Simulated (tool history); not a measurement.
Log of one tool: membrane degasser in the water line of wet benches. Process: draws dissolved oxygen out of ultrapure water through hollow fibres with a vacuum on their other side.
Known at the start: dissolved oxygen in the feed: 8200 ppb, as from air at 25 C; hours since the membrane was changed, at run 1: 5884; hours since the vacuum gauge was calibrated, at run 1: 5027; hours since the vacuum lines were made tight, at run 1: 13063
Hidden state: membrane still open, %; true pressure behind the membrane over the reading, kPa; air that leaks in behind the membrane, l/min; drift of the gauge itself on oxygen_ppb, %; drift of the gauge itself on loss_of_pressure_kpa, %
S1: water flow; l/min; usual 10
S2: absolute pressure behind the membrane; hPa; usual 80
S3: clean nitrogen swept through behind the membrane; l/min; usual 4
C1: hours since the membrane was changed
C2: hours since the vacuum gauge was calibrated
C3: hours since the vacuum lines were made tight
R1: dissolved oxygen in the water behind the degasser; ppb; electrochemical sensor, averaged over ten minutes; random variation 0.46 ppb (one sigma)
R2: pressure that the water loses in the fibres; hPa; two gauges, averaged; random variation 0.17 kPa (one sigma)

run,hour,S1,S2,S3,C1,C2,C3,R1,R2
1,0,10,80,4,5884,5027,13063,40.4,295.8
2,137.2,10,80,4,6021,5164,13200,41.2,290.4
3,201.7,10,80,4,6086,5229,13264,40.7,292.3
4,281.2,10,80,4,6165,5308,13344,41.4,288.8
5,386.3,10,80,4,6270,5413,13449,40.5,290.2
6,483.9,10,80,4,6368,5511,13547,40.8,294.6
7,624,10,80,4,6508,5651,13687,40.6,292.2
8,742.3,10,80,4,6626,5769,13805,40.6,293.1
9,869.5,10,80,4,6754,5897,13932,41.1,293.1
10,949.7,10,80,4,6834,5977,14012,41.2,295.4
11,1047.9,10,80,4,6932,6075,14111,41.2,290.9
12,1201.9,10,80,4,7086,6229,14265,40.6,297
13,1335.3,10,80,4,7219,6362,14398,42.3,294.8
# hour 1347.1: vacuum gauge calibrated
14,1473.1,10,80,4,7357,126,14535,42.6,290.9
15,1553.1,11,121.5,8.98,7437,206,14615,40.5,320.6
16,1636.1,14,81,3.74,7520,289,14698,68,414.8
17,1722,14,81,3.74,7606,375,14784,67.8,412.5
# hour 1763.8: vacuum gauge calibrated, once more
18,1876.6,14,81,3.74,7760,113,14938,67.1,416.6
19,2002.9,9,81,3.74,7886,239,15065,38.7,262
20,2094.3,9,81,3.74,7977,330,15156,39.8,267.6
21,2188.9,9,81,3.74,8072,425,15251,38.5,264.6
# hour 2275.1: seals of the vacuum lines changed
22,2343.2,10,85.5,3.57,8224,577,68,45,296.6
23,2423.5,12,190.3,3.01,8305,658,148,166.6,356
24,2577.8,12,153.8,3.01,8459,812,303,130.1,355.9
25,2705.6,7,153.8,5.41,8587,940,431,43.3,208.7
26,2797,10,80,2.5,8678,1031,522,56.3,299.9
27,2946.5,10,80,2.5,8828,1181,671,55.7,299.2

Forecast each of these 4 alternatives for the next run:
A,3073.3,10,141.6,4,8954,1307,798,?,?
B,3073.3,11,80,10.75,8954,1307,798,?,?
C,3073.3,7,148.7,5.18,8954,1307,798,?,?
D,3073.3,9,192.4,7.96,8954,1307,798,?,?

run,R1,R2
A,75.8,297.3
B,22.4,326.2
C,43,206.1
D,51.8,266.5
Without the tool's hidden state the same runs would have given:
run,R1,R2
A,72.6,285.1
B,19.5,312.8
C,41.4,197.5
D,49.6,255.4

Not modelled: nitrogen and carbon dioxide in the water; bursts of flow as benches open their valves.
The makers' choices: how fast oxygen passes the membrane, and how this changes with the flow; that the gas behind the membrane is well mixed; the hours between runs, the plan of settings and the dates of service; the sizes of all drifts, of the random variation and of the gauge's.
